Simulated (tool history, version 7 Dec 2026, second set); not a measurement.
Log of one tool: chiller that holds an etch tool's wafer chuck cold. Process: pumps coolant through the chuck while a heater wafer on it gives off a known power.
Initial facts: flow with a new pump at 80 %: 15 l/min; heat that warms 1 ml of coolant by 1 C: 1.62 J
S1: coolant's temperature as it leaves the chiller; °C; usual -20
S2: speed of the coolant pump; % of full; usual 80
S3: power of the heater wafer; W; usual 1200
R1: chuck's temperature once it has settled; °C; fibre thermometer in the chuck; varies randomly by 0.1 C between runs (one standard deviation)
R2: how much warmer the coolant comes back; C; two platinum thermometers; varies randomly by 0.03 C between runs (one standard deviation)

Run 1, day 0.000: usual settings. Result: R1 -11.4 °C, R2 3.02 C.
Run 2, day 1.804: usual settings. Result: R1 -11.2 °C, R2 2.98 C.
Run 3, day 3.608: usual settings. Result: R1 -11.3 °C, R2 2.96 C.
Run 4, day 4.558: usual settings but S2 91 % of full. Result: R1 -12.0 °C, R2 2.63 C.
Run 5, day 6.083: usual settings but S1 -25 °C, S2 91 % of full. Result: R1 -16.9 °C, R2 2.65 C.
Run 6, day 8.050: usual settings but S1 -25 °C, S2 91 % of full. Result: R1 -17.1 °C, R2 2.65 C.
Run 7, day 9.188: usual settings but S2 72 % of full. Result: R1 -10.7 °C, R2 3.30 C.
Run 8, day 10.488: usual settings but S2 72 % of full. Result: R1 -10.8 °C, R2 3.37 C.
Run 9, day 12.675: usual settings but S2 72 % of full, S3 1636 W. Result: R1 -7.4 °C, R2 4.54 C.
Run 10, day 14.192: usual settings but S2 72 % of full, S3 1636 W. Result: R1 -7.2 °C, R2 4.59 C.
Run 11, day 16.271: usual settings but S2 72 % of full, S3 1636 W. Result: R1 -7.3 °C, R2 4.59 C.
Run 12, day 18.121: usual settings but S2 72 % of full, S3 1636 W. Result: R1 -7.5 °C, R2 4.54 C.
Run 13, day 19.217: usual settings but S2 72 % of full, S3 1636 W. Result: R1 -7.3 °C, R2 4.60 C.
Run 14, day 20.692: usual settings but S2 72 % of full, S3 1636 W. Result: R1 -7.4 °C, R2 4.57 C.
Run 15, day 22.383: usual settings but S2 72 % of full, S3 1636 W. Result: R1 -7.5 °C, R2 4.56 C.
Run 16, day 24.167: usual settings but S3 629 W. Result: R1 -15.2 °C, R2 1.57 C.
Run 17, day 26.258: usual settings but S3 1366 W. Result: R1 -10.1 °C, R2 3.45 C.
Run 18, day 28.229: usual settings but S2 71 % of full. Result: R1 -10.6 °C, R2 3.43 C.
Run 19, day 29.638: usual settings but S2 71 % of full. Result: R1 -10.6 °C, R2 3.40 C.
Run 20, day 30.754: usual settings but S2 71 % of full. Result: R1 -10.6 °C, R2 3.46 C.
Run 21, day 31.712: usual settings but S2 71 % of full. Result: R1 -10.6 °C, R2 3.41 C.
Run 22, day 33.417: usual settings but S2 70 % of full. Result: R1 -10.3 °C, R2 3.51 C.
Run 23, day 35.471: usual settings but S2 70 % of full. Result: R1 -10.6 °C, R2 3.50 C.
Run 24, day 37.133: usual settings but S1 -11 °C, S2 98 % of full, S3 899 W. Result: R1 -5.3 °C, R2 1.84 C.
Run 25, day 39.217: usual settings but S2 89 % of full, S3 654 W. Result: R1 -15.5 °C, R2 1.50 C.
Run 26, day 41.304: usual settings but S2 89 % of full, S3 654 W. Result: R1 -15.6 °C, R2 1.44 C.
Run 27, day 43.446: usual settings but S2 60 % of full. Result: R1 -9.3 °C, R2 4.00 C.
At day 43.592: chiller's thermometer calibrated.
Run 28, day 45.342: usual settings but S1 -30 °C, S3 873 W. Result: R1 -23.7 °C, R2 2.21 C.
Run 29, day 46.471: usual settings but S1 -12 °C, S2 82 % of full, S3 828 W. Result: R1 -6.2 °C, R2 2.07 C.
Run 30, day 47.850: usual settings but S2 65 % of full. Result: R1 -10.2 °C, R2 3.72 C.
Run 31, day 49.412: usual settings but S2 65 % of full. Result: R1 -10.0 °C, R2 3.78 C.
Run 32, day 51.304: usual settings but S2 65 % of full. Result: R1 -10.0 °C, R2 3.72 C.

Hidden state or all else? Some run-to-run changes of R1, split into what the settings, what came in and random variation would give without the hidden state, and what is left for the hidden state (with any gauge scatter that isn't in both results):
The tool's hidden condition here consists of: heat passed by the chuck's channels, % of clean ones'; flow at a given pump speed, % of a new pump's; coolant's true temperature over the reading, C; drift of the gauge itself on chuck_c, C; drift of the gauge itself on warmer_back_c, C.
Run 15 -> 16: S2 72 -> 80, S3 1636 -> 629. R1 -7.7 °C: hidden state -0.6, all else -7.1.
Run 16 -> 17: S3 629 -> 1366. R1 +5.1 °C: hidden state +0.5, all else +4.6.
Run 24 -> 25: S1 -11 -> -20, S2 98 -> 89, S3 899 -> 654. R1 -10.2 °C: hidden state +0.0, all else -10.2.
Run 26 -> 27: S2 89 -> 60, S3 654 -> 1200. R1 +6.3 °C: hidden state +0.6, all else +5.7.
Run 27 -> 28: S1 -20 -> -30, S2 60 -> 80, S3 1200 -> 873, chiller's thermometer calibrated. R1 -14.4 °C: hidden state -0.5, all else -13.9.
Run 28 -> 29: S1 -30 -> -12, S2 80 -> 82, S3 873 -> 828. R1 +17.5 °C: hidden state +0.0, all else +17.5.
